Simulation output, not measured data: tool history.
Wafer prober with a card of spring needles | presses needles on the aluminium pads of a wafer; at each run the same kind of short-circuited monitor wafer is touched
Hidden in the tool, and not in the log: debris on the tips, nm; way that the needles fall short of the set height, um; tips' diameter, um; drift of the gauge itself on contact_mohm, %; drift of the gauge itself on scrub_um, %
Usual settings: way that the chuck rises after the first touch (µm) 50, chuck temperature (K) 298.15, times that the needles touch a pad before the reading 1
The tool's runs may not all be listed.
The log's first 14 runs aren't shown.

run,hour,way that the chuck rises after the first touch (µm),chuck temperature (K),times that the needles touch a pad before the reading,touches since the tips were cleaned,cleanings since the card got new needles,touches since the first contact's height was set,resistance of one needle with its contact and lead (mohm),way that a needle slides on the pad (µm)
# hour 99.8: tips cleaned on abrasive film
15,104.1,50,298.15,2,2135,30,54137,147,8.78
# hour 111.5: tips cleaned on abrasive film
16,111.5,50,298.15,2,0,31,57690,148,8.8
17,121.6,50,298.15,1,5001,31,62691,144,8.78
# hour 123.1: tips cleaned on abrasive film
18,130.2,50,337.15,2,3476,32,66854,153,8.72
# hour 134.1: height of the first contact set anew
# hour 134.8: tips cleaned on abrasive film
19,138.7,44,351.15,1,1890,33,2202,160,7.69
# hour 146.1: tips cleaned on abrasive film
20,146.1,44,315.15,1,0,34,5796,150,7.67
21,156,46,315.15,3,4875,34,10671,153,8.05
# hour 157.5: tips cleaned on abrasive film
22,163.5,46,315.15,3,2943,35,14311,151,8.08
23,168.4,50,298.15,3,5369,35,16737,147,8.72
# hour 169.2: tips cleaned on abrasive film
24,175.4,55,384.15,3,3050,36,20121,160,9.56
# hour 180.6: tips cleaned on abrasive film
25,181.9,36,298.15,1,661,37,23286,155,6.27
26,190.6,50,325.15,2,4937,37,27562,150,8.75
# hour 192.2: tips cleaned on abrasive film
27,200.3,50,325.15,2,3990,38,32324,155,8.7
# hour 203.9: tips cleaned on abrasive film
28,209.8,52,298.15,1,2916,39,36926,151,9.04
# hour 215.4: tips cleaned on abrasive film
29,216.3,52,320.15,3,451,40,40080,150,9.03
30,222.6,38,299.15,2,3573,40,43202,151,6.56
# hour 226.7: tips cleaned on abrasive film
31,229.1,38,299.15,2,1179,41,46344,154,6.62
32,237.8,38,299.15,2,5433,41,50598,152,6.6
# hour 238.6: tips cleaned on abrasive film
33,245.2,46,299.15,1,3224,42,54201,151,8

3 ways to go on from here, each from the tool as it stands after run 33. What would each give?
# hour 249.9: tips cleaned on abrasive film
A,253.1,32,315.15,1,1571,43,58063,?,?
# hour 249.9: tips cleaned on abrasive film
B,253.1,48,370.15,1,1571,43,58063,?,?
# hour 249.9: tips cleaned on abrasive film
C,253.1,59,344.15,3,1571,43,58063,?,?

run,resistance of one needle with its contact and lead (mohm),way that a needle slides on the pad (µm)
A,161,5.54
B,160,8.26
C,155,10.15
Without the tool's hidden state the same runs would have given:
run,resistance of one needle with its contact and lead (mohm),way that a needle slides on the pad (µm)
A,160,5.69
B,160,8.48
C,155,10.42
